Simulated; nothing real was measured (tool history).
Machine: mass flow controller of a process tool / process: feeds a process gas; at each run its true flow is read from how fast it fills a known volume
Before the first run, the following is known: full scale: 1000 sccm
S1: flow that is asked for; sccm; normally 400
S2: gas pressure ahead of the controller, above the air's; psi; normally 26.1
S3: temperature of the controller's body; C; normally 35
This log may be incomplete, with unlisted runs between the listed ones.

run 1 day=0.000 | S1=400 S2=26.1 S3=35 | true_flow_(%)=100.91
run 2 day=2.379 | S1=400 S2=26.1 S3=40 | true_flow_(%)=100.72
run 3 day=5.579 | S1=400 S2=26.1 S3=40 | true_flow_(%)=100.83
run 4 day=8.929 | S1=400 S2=26.1 S3=40 | true_flow_(%)=100.92
run 5 day=11.879 | S1=180 S2=26.1 S3=35 | true_flow_(%)=102.37
run 6 day=16.500 | S1=180 S2=26.1 S3=35 | true_flow_(%)=102.48
run 7 day=21.333 | S1=180 S2=26.1 S3=35 | true_flow_(%)=102.62
run 8 day=24.588 | S1=400 S2=26.1 S3=35 | true_flow_(%)=101.19
run 9 day=29.508 | S1=400 S2=26.1 S3=35 | true_flow_(%)=101.22
run 10 day=33.733 | S1=400 S2=26.1 S3=35 | true_flow_(%)=101.20
run 11 day=36.133 | S1=400 S2=26.1 S3=35 | true_flow_(%)=101.24
run 12 day=39.562 | S1=211 S2=26.1 S3=29 | true_flow_(%)=102.70
run 13 day=41.738 | S1=346 S2=26.1 S3=22 | true_flow_(%)=101.82
run 14 day=45.221 | S1=171 S2=30.6 S3=34 | true_flow_(%)=103.17
run 15 day=49.762 | S1=171 S2=23.4 S3=34 | true_flow_(%)=103.62
run 16 day=53.871 | S1=127 S2=20.3 S3=37 | true_flow_(%)=105.04
run 17 day=57.425 | S1=435 S2=26.1 S3=35 | true_flow_(%)=101.53
run 18 day=60.046 | S1=236 S2=26.1 S3=20 | true_flow_(%)=102.86
run 19 day=63.504 | S1=236 S2=26.1 S3=20 | true_flow_(%)=103.09
run 20 day=65.762 | S1=236 S2=26.1 S3=20 | true_flow_(%)=103.10

Difference, measured minus no-hidden-state, one row per run. Run-to-run variation is common to both terms; the gauge's own scatter need not be:
Hidden conditions of the tool in this case: flow at rest that the sensor doesn't see, % of full scale; true flow over the shown one, %; drift of the gauge itself on true_pct, %.
run=1 true_flow_(%)=+1.77
run=2 true_flow_(%)=+1.79
run=3 true_flow_(%)=+1.83
run=4 true_flow_(%)=+1.87
run=5 true_flow_(%)=+3.64
run=6 true_flow_(%)=+3.74
run=7 true_flow_(%)=+3.84
run=8 true_flow_(%)=+2.06
run=9 true_flow_(%)=+2.11
run=10 true_flow_(%)=+2.15
run=11 true_flow_(%)=+2.18
run=12 true_flow_(%)=+3.70
run=13 true_flow_(%)=+2.51
run=14 true_flow_(%)=+4.58
run=15 true_flow_(%)=+4.68
run=16 true_flow_(%)=+6.22
run=17 true_flow_(%)=+2.29
run=18 true_flow_(%)=+3.74
run=19 true_flow_(%)=+3.80
run=20 true_flow_(%)=+3.83
